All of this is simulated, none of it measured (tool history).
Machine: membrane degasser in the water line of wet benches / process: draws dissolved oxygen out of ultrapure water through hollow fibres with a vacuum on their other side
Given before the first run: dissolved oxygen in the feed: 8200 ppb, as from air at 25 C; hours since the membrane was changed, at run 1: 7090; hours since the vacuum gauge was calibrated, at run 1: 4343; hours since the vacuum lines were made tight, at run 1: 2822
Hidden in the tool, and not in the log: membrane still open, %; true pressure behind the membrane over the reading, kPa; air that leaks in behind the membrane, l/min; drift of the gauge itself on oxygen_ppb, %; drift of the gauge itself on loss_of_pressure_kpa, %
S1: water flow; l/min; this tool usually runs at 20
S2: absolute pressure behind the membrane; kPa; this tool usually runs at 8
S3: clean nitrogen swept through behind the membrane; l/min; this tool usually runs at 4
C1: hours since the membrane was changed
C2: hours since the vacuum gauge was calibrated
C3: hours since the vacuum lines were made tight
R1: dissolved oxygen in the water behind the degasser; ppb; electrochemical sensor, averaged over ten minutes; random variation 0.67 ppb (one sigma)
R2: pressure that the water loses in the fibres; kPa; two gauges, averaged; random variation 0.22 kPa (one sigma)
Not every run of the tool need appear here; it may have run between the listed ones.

run    hour  S1     S2    S3     C1    C2    C3     R1     R2
  1       0  20      8     4   7090  4343  2822   64.1  56.39
  2   201.7  20      8     4   7292  4545  3023   64.3  56.02
  3   307.9  20      8     4   7398  4651  3129   64.3  55.88
  4   433.2  20      8     4   7523  4776  3255   63.3  55.96
  5   649.6  17      8     4   7740  4992  3471   52.6  47.43
  6   847.5  20      8     4   7938  5190  3669   64.8  56.27
  7  1085.6  20      8     4   8176  5428  3907   63.3  56.16
  8  1204.9  20      8     4   8295  5548  4026     64  56.11
  9  1359.6  20      8     4   8450  5702  4181   64.6  56.65
 10  1491.9  20      8     4   8582  5835  4314   62.8  56.28
 11  1640.4  20      8     4   8731  5983  4462   64.7  56.36
 12  1836.2  20      8     4   8926  6179  4658   65.5  56.38
 13  2062.4  20      8     4   9153  6405  4884   64.9  56.61
 14  2254.7  20     12  2.11   9345  6598  5076  202.5  56.18
     2266.7  -- vacuum gauge calibrated
 15  2453.4  20     12  2.11   9543   187  5274  204.9   56.5
 16    2572  27   5.88  5.69   9662   305  5393   47.5  76.22
 17  2682.3  27   5.88  5.69   9772   416  5503   47.9  76.26
 18  2891.1  21  11.08  2.96   9981   624  5712  145.7  59.22
 19  3026.7  21  11.08  2.96  10116   760  5848  143.9  59.77
 20  3124.6  20      8  5.41  10214   858  5946     50   56.8
 21  3245.3  20      8  5.41  10335   979  6066   50.4  56.49
 22  3429.3  20  15.92  9.94  10519  1163  6250   68.2  56.66
       3611  -- vacuum gauge calibrated, once more
 23  3639.6  20  15.92  9.94  10729    29  6460   67.2  56.58
 24  3821.9  30   9.85  3.31  10911   211  6642  160.5  85.28

For each run, the measured value with the value that run would have given without the tool's hidden condition subtracted. The run-to-run variation is shared by both, the gauge scatter possibly not:
run     R1     R2
  1   +3.5  +1.53
  2   +3.6  +1.57
  3   +3.7  +1.59
  4   +3.6  +1.61
  5   +3.1  +1.41
  6   +4.1  +1.71
  7   +4.1  +1.75
  8   +4.3  +1.78
  9   +4.4  +1.82
 10   +4.3  +1.84
 11   +4.6  +1.87
 12   +4.7  +1.92
 13   +4.9  +1.96
 14     +9     +2
 15  +10.7  +2.04
 16   +7.4  +2.78
 17   +7.4  +2.81
 18   +9.1  +2.23
 19   +9.1  +2.27
 20     +5  +2.18
 21   +5.1   +2.2
 22   +3.8  +2.24
 23   +1.9  +2.29
 24   +6.2  +3.49
